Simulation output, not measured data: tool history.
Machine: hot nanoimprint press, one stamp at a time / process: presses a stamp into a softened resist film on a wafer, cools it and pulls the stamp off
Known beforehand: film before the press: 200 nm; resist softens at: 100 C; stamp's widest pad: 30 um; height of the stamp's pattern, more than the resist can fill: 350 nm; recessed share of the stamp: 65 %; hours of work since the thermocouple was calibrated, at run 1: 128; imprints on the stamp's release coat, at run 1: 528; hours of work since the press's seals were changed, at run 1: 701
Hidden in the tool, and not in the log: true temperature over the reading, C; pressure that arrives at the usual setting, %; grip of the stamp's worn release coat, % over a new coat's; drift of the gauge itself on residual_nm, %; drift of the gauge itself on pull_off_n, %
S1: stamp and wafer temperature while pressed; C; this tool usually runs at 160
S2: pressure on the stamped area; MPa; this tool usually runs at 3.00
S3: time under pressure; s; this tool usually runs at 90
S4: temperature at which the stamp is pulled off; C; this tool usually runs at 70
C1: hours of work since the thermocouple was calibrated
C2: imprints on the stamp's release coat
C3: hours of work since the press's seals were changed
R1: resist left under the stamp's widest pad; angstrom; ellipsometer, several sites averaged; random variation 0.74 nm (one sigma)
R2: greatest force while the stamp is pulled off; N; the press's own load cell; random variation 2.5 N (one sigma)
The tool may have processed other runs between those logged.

run	hour	S1	S2	S3	S4	C1	C2	C3	R1	R2
1	0.0	160	3.00	90	70	128	528	701	945	135
# hour 11.3: stamp cleaned and given a new release coat
2	48.2	160	2.01	90	70	154	117	728	1155	118
3	90.8	160	2.01	90	70	181	254	754	1166	125
4	131.8	160	2.01	90	70	206	385	779	1178	133
5	179.7	160	2.01	90	70	236	538	809	1188	143
# hour 189.8: stamp cleaned and given a new release coat
6	217.9	165	3.00	90	70	255	90	829	746	125
7	271.3	165	3.00	90	70	288	260	862	767	130
8	312.9	160	3.00	90	65	314	393	887	981	151
9	339.8	157	2.62	90	69	331	479	904	1228	142
# hour 367.5: stamp cleaned and given a new release coat
10	381.2	171	2.92	76	75	353	43	926	611	105
11	405.4	171	2.92	67	75	368	121	941	641	110
12	445.5	171	1.81	67	75	392	249	966	850	113
# hour 490.7: plate thermocouple calibrated
13	497.5	171	1.81	67	75	4	406	996	793	112
14	522.1	171	1.81	67	75	19	484	1011	798	115
# hour 546.8: stamp cleaned and given a new release coat
15	565.0	170	3.00	90	70	42	58	1034	565	121

Alternative continuations, all from the tool just after run 15; predict every row:
A	618.0	160	3.00	122	71	75	228	1067	?	?
B	618.0	159	1.87	126	70	75	228	1067	?	?
C	618.0	155	4.26	90	63	75	228	1067	?	?

run	R1	R2
A	852	124
B	1131	122
C	1036	148
Without the tool's hidden state the same runs would have given:
run	R1	R2
A	821	116
B	1107	113
C	986	138

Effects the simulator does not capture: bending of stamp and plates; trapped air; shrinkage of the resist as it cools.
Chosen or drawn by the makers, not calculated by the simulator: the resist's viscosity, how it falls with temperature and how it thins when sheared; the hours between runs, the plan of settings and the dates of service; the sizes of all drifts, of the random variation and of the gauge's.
